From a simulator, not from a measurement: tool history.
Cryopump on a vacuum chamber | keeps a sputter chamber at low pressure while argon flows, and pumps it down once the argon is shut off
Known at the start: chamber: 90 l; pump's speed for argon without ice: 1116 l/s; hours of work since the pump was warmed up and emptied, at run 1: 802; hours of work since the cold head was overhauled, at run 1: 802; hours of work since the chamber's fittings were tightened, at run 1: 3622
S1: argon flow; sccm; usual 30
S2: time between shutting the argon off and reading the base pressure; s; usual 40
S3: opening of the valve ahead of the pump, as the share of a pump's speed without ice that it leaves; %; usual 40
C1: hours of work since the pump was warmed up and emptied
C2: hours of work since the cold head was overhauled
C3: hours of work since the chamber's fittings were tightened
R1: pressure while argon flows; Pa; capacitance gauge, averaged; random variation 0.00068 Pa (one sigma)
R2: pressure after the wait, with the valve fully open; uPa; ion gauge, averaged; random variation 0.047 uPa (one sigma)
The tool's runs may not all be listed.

run 1 hour=0 | S1=30 S2=40 S3=40 | C1=802 C2=802 C3=3622 | R1=0.1275 R2=3.67
run 2 hour=87.3 | S1=30 S2=40 S3=28 | C1=863 C2=863 C3=3683 | R1=0.1759 R2=3.75
run 3 hour=126.8 | S1=30 S2=40 S3=40 | C1=891 C2=891 C3=3711 | R1=0.1302 R2=3.83
-- hour=213.4 pump warmed up, emptied and cooled again
run 4 hour=220.6 | S1=30 S2=40 S3=40 | C1=5 C2=953 C3=3773 | R1=0.1154 R2=3.45
run 5 hour=278.1 | S1=30 S2=40 S3=40 | C1=45 C2=993 C3=3813 | R1=0.115 R2=3.54
run 6 hour=321.3 | S1=30 S2=40 S3=40 | C1=75 C2=1023 C3=3843 | R1=0.1165 R2=3.49
-- hour=345.4 leaking fittings of the chamber tightened, without venting
run 7 hour=383.2 | S1=30 S2=40 S3=40 | C1=117 C2=1065 C3=26 | R1=0.1165 R2=2.81
run 8 hour=434.7 | S1=27 S2=40 S3=40 | C1=153 C2=1101 C3=62 | R1=0.1048 R2=2.94
run 9 hour=523.7 | S1=27 S2=40 S3=40 | C1=215 C2=1163 C3=125 | R1=0.1059 R2=2.9
run 10 hour=582.2 | S1=30 S2=25 S3=40 | C1=256 C2=1204 C3=165 | R1=0.1187 R2=4.37
run 11 hour=659.7 | S1=30 S2=25 S3=40 | C1=310 C2=1258 C3=219 | R1=0.12 R2=4.47
run 12 hour=723.8 | S1=30 S2=40 S3=40 | C1=355 C2=1303 C3=264 | R1=0.1194 R2=2.85
run 13 hour=814.9 | S1=30 S2=40 S3=40 | C1=419 C2=1367 C3=328 | R1=0.1208 R2=2.83
run 14 hour=907 | S1=15 S2=40 S3=40 | C1=483 C2=1431 C3=392 | R1=0.0606 R2=2.97
run 15 hour=987.1 | S1=15 S2=40 S3=40 | C1=539 C2=1487 C3=448 | R1=0.0618 R2=2.97
run 16 hour=1078.2 | S1=35 S2=40 S3=40 | C1=602 C2=1550 C3=512 | R1=0.1463 R2=2.98
run 17 hour=1121.3 | S1=35 S2=40 S3=16 | C1=633 C2=1580 C3=542 | R1=0.3459 R2=2.98
run 18 hour=1194.1 | S1=30 S2=40 S3=23 | C1=683 C2=1631 C3=593 | R1=0.2097 R2=2.97
run 19 hour=1260 | S1=30 S2=27 S3=40 | C1=729 C2=1677 C3=639 | R1=0.1266 R2=4.29
run 20 hour=1336.4 | S1=54 S2=43 S3=40 | C1=783 C2=1731 C3=692 | R1=0.2314 R2=2.88
run 21 hour=1379.6 | S1=12 S2=133 S3=40 | C1=813 C2=1761 C3=722 | R1=0.0517 R2=1.27
run 22 hour=1455.5 | S1=23 S2=247 S3=40 | C1=866 C2=1814 C3=775 | R1=0.0992 R2=0.96
run 23 hour=1495.1 | S1=30 S2=27 S3=40 | C1=894 C2=1842 C3=803 | R1=0.1304 R2=4.34
-- hour=1580.5 pump warmed up, emptied and cooled again
run 24 hour=1589.5 | S1=19 S2=68 S3=46 | C1=6 C2=1904 C3=865 | R1=0.0637 R2=1.93
run 25 hour=1641 | S1=24 S2=59 S3=46 | C1=42 C2=1940 C3=901 | R1=0.0807 R2=2.16
run 26 hour=1729 | S1=18 S2=59 S3=44 | C1=104 C2=2001 C3=963 | R1=0.0642 R2=2.16
run 27 hour=1815.3 | S1=18 S2=59 S3=44 | C1=164 C2=2062 C3=1023 | R1=0.0635 R2=2.25
run 28 hour=1864.6 | S1=43 S2=59 S3=51 | C1=198 C2=2096 C3=1057 | R1=0.1348 R2=2.23
run 29 hour=1904.3 | S1=33 S2=40 S3=26 | C1=226 C2=2124 C3=1085 | R1=0.1984 R2=3.06
run 30 hour=1949.7 | S1=14 S2=40 S3=40 | C1=258 C2=2156 C3=1117 | R1=0.0553 R2=3.16
run 31 hour=2009.6 | S1=14 S2=173 S3=25 | C1=300 C2=2197 C3=1159 | R1=0.087 R2=1.14
run 32 hour=2073.1 | S1=13 S2=35 S3=40 | C1=344 C2=2242 C3=1203 | R1=0.0527 R2=3.45
run 33 hour=2142.9 | S1=12 S2=36 S3=40 | C1=393 C2=2290 C3=1252 | R1=0.0484 R2=3.41
run 34 hour=2183.6 | S1=13 S2=42 S3=28 | C1=421 C2=2319 C3=1280 | R1=0.0738 R2=2.99

Forecast each of these 4 alternatives for the next run:
run A hour=2250.4 | S1=30 S2=263 S3=40 | C1=468 C2=2366 C3=1327 | R1=? R2=?
run B hour=2250.4 | S1=13 S2=40 S3=21 | C1=468 C2=2366 C3=1327 | R1=? R2=?
run C hour=2250.4 | S1=13 S2=61 S3=27 | C1=468 C2=2366 C3=1327 | R1=? R2=?
run D hour=2250.4 | S1=28 S2=42 S3=28 | C1=468 C2=2366 C3=1327 | R1=? R2=?

run=A R1=0.1229 R2=0.97
run=B R1=0.097 R2=3.19
run=C R1=0.0773 R2=2.25
run=D R1=0.1596 R2=2.97
Without the tool's hidden state the same runs would have given:
run=A R1=0.1139 R2=0.64
run=B R1=0.0931 R2=2.85
run=C R1=0.0733 R2=1.92
run=D R1=0.1511 R2=2.65
